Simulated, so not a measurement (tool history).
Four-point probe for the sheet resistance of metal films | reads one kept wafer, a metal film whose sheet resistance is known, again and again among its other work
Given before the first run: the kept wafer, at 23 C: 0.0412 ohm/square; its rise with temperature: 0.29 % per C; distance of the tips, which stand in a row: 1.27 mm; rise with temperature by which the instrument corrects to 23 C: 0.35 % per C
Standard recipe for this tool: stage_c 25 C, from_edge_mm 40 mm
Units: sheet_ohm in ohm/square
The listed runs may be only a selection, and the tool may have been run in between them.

run,hour,stage_c,from_edge_mm,sheet_ohm
1,0.0,25,40,0.041026
2,11.7,25,40,0.041022
3,24.0,25,27,0.041072
4,34.8,25,27,0.041041
5,44.0,25,40,0.041022
6,61.6,25,40,0.041029
7,71.6,25,40,0.041021
8,83.9,25,40,0.041040
9,96.6,20,40,0.041149
10,107.9,25,6,0.041973
11,120.9,25,17,0.041116
12,138.9,25,17,0.041111
13,157.3,25,17,0.041121
14,167.0,27,40,0.040954
15,176.6,25,40,0.041015
# hour 178.1: stage's thermometer calibrated
16,195.2,25,40,0.041034
17,205.8,25,40,0.041037
18,215.0,25,40,0.041032
19,227.1,26,18,0.041086
20,236.6,32,16,0.040959
# hour 249.7: stage's thermometer calibrated, once more
21,255.6,30,29,0.040894
22,264.0,18,40,0.041177
23,282.1,18,40,0.041175
24,290.1,31,6,0.041793
25,301.9,31,6,0.041790
26,314.1,31,6,0.041780
27,329.6,25,16,0.041101
28,337.6,25,16,0.041111
29,355.8,19,16,0.041264
30,364.1,23,14,0.041213
31,375.3,33,14,0.040961
32,392.5,31,12,0.041058
33,404.6,31,12,0.041073
34,418.9,29,46,0.040904
35,436.4,29,46,0.040881

What if the next run were any one of these 4? Each begins from the tool's condition after run 35:
A,452.4,22,57,?
B,452.4,35,9,?
C,452.4,33,44,?
D,452.4,19,13,?

run,sheet_ohm
A,0.041037
B,0.041160
C,0.040788
D,0.041339
With the hidden condition removed and each run's random variation left untouched, the same runs would have given:
run,sheet_ohm
A,0.041219
B,0.041343
C,0.040970
D,0.041522

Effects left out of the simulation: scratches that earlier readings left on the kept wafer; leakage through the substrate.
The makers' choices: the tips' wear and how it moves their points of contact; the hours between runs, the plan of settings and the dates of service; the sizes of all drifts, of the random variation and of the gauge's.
